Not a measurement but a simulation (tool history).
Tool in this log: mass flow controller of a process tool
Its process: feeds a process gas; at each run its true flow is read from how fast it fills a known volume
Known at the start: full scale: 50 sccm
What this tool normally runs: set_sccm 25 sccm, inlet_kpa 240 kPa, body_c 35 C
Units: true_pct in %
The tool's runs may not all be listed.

run    hour  set_sccm  inlet_kpa  body_c  true_pct
  1       0        25        240      35     98.59
  2    42.6        31        240      35     98.86
  3   128.7        31        240      35     98.84
  4   172.3        31        240      35     98.74
  5   224.3        31        240      35     98.86
  6     280        31        240      35     98.88
  7   364.4        31        240      35     98.76
  8   424.6        25        240      35     98.67
  9   507.9        25        240      35     98.55
 10   551.1        25        240      35     98.69
 11     607        25        224      35     98.63
 12   656.6        25        191      35     98.44
 13   714.6        25        191      35     98.41
 14   752.1        25        191      35     98.52
 15   824.6        25        191      35     98.57
 16   883.6        25        191      35     98.49
 17   949.2        25        191      35     98.54
 18  1013.4        25        191      35      98.5
 19  1070.8        25        191      35     98.51
 20  1120.4        25        174      34     98.58
 21    1162        14        238      34     98.45
 22  1201.4        14        238      34     98.27
 23  1284.6        21        149      25        99
 24  1351.2         5        166      35     97.97
 25  1427.4         5        166      35     97.86
 26  1479.7         5        166      35     97.84
 27  1551.9         5        166      35     97.79
 28  1596.9         9        196      35     98.09
 29  1660.7         9        215      22     98.95
 30  1732.2         9        215      22     99.07
 31    1785         9        220      22     98.95
 32    1863         9        220      22     98.96
 33  1945.8         9        220      22     99.12
 34  2004.8         9        220      22     98.98
 35  2062.1         9        220      22     99.14
 36  2129.3        19        240      20     99.55
 37  2165.4        14        154      35     98.14
 38  2241.5        14        154      35     98.16

Forecast each of these 3 alternatives for the next run:
  A  2293.4        11        207      39         ?
  B  2293.4        14        154      36         ?
  C  2293.4        19        148      22         ?

run  true_pct
  A     97.79
  B     98.11
  C     99.15
What these runs would have given with no unlogged condition in the tool:
run  true_pct
  A     97.79
  B     98.11
  C     99.15

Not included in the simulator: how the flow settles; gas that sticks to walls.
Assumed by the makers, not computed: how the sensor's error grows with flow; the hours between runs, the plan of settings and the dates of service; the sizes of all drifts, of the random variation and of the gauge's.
